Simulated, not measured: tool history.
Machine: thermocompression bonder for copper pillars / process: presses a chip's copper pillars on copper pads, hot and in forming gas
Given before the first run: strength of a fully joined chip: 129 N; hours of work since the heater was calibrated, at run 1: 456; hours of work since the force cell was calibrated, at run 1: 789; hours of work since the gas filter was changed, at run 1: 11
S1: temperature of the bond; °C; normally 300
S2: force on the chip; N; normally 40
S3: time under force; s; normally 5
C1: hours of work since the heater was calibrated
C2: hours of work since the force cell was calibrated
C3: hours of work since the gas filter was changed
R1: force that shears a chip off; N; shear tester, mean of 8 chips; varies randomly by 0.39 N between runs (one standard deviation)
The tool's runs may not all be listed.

| run | hour | S1 | S2 | S3 | C1 | C2 | C3 | R1 |
|---|---|---|---|---|---|---|---|---|
| 1 | 0 | 300 | 40 | 5 | 456 | 789 | 11 | 80.2 |
| 2 | 27.5 | 300 | 40 | 5 | 475 | 809 | 31 | 80.5 |
| 3 | 56.3 | 300 | 40 | 7 | 495 | 829 | 51 | 87.1 |
| 4 | 85.3 | 300 | 40 | 7 | 516 | 850 | 71 | 87.5 |
| 5 | 120.1 | 300 | 29 | 5 | 540 | 874 | 96 | 58.9 |
| 6 | 158.1 | 300 | 29 | 5 | 567 | 901 | 123 | 59.2 |
| 7 | 190.6 | 300 | 29 | 5 | 590 | 924 | 146 | 59.1 |
|  | 199.5 | force cell calibrated |
| 8 | 238.2 | 300 | 40 | 3 | 623 | 27 | 178 | 60.9 |
| 9 | 262.2 | 300 | 40 | 3 | 640 | 44 | 195 | 61.2 |
| 10 | 296.9 | 300 | 40 | 3 | 664 | 69 | 219 | 61.5 |
| 11 | 347.3 | 300 | 40 | 3 | 700 | 104 | 255 | 60.9 |
|  | 357.7 | forming gas filter changed |
| 12 | 393.1 | 300 | 40 | 3 | 731 | 136 | 25 | 62.7 |
| 13 | 434.4 | 300 | 40 | 3 | 761 | 165 | 54 | 63 |
| 14 | 474.6 | 308 | 40 | 3 | 789 | 194 | 82 | 66.9 |
| 15 | 515 | 299 | 40 | 5 | 817 | 222 | 111 | 74.1 |
| 16 | 547.6 | 299 | 40 | 5 | 840 | 245 | 134 | 74.3 |
| 17 | 573.1 | 274 | 40 | 5 | 858 | 263 | 152 | 59.5 |
| 18 | 602.5 | 274 | 40 | 5 | 879 | 284 | 173 | 59.8 |
| 19 | 645.3 | 274 | 40 | 5 | 909 | 314 | 203 | 59.5 |
| 20 | 692.5 | 274 | 40 | 7 | 943 | 347 | 236 | 67 |
|  | 729.7 | forming gas filter changed |
| 21 | 732.9 | 291 | 40 | 6 | 971 | 375 | 2 | 74.4 |
| 22 | 780.8 | 313 | 34 | 3 | 1004 | 409 | 36 | 60.1 |
| 23 | 802.5 | 322 | 51 | 3 | 1020 | 424 | 51 | 91.4 |
| 24 | 852.4 | 322 | 51 | 3 | 1055 | 460 | 87 | 90.7 |
| 25 | 900 | 322 | 51 | 3 | 1089 | 493 | 120 | 92 |
| 26 | 937.5 | 291 | 33 | 3 | 1115 | 520 | 147 | 48.1 |
| 27 | 970 | 306 | 38 | 3 | 1138 | 542 | 169 | 63.7 |
| 28 | 992.6 | 306 | 38 | 3 | 1154 | 558 | 185 | 64.2 |
| 29 | 1041.5 | 327 | 54 | 5 | 1188 | 593 | 220 | 107.2 |
| 30 | 1086.5 | 322 | 40 | 6 | 1220 | 625 | 252 | 90.6 |
|  | 1100.4 | forming gas filter changed |
| 31 | 1131.5 | 306 | 40 | 6 | 1251 | 656 | 22 | 84.1 |
|  | 1171.6 | heater calibrated with a thermocouple chip |
| 32 | 1174.7 | 327 | 27 | 12 | 2 | 685 | 51 | 87.4 |
| 33 | 1202.2 | 272 | 31 | 5 | 22 | 704 | 70 | 48.2 |
| 34 | 1241.6 | 272 | 31 | 5 | 49 | 732 | 98 | 49 |
| 35 | 1277.4 | 299 | 55 | 14 | 75 | 757 | 123 | 116 |
| 36 | 1299.8 | 309 | 31 | 8 | 90 | 773 | 139 | 77.3 |
| 37 | 1336.6 | 309 | 31 | 8 | 116 | 799 | 165 | 77.5 |
| 38 | 1372 | 274 | 31 | 5 | 141 | 824 | 190 | 48.6 |
| 39 | 1409.8 | 274 | 31 | 5 | 168 | 851 | 217 | 49.4 |

Below are 4 alternative next runs, each starting from the tool's condition after run 39. Predict each:
| A | 1448.3 | 298 | 44 | 9 | 195 | 878 | 244 | ? |
| B | 1448.3 | 307 | 59 | 9 | 195 | 878 | 244 | ? |
| C | 1448.3 | 270 | 24 | 8 | 195 | 878 | 244 | ? |
| D | 1448.3 | 274 | 31 | 7 | 195 | 878 | 244 | ? |

| run | R1 |
|---|---|
| A | 96.9 |
| B | 115 |
| C | 43 |
| D | 56 |
Take away the tool's hidden state, keep each run's random variation, and the runs would have read:
| run | R1 |
|---|---|
| A | 94.4 |
| B | 114.6 |
| C | 40.4 |
| D | 53 |
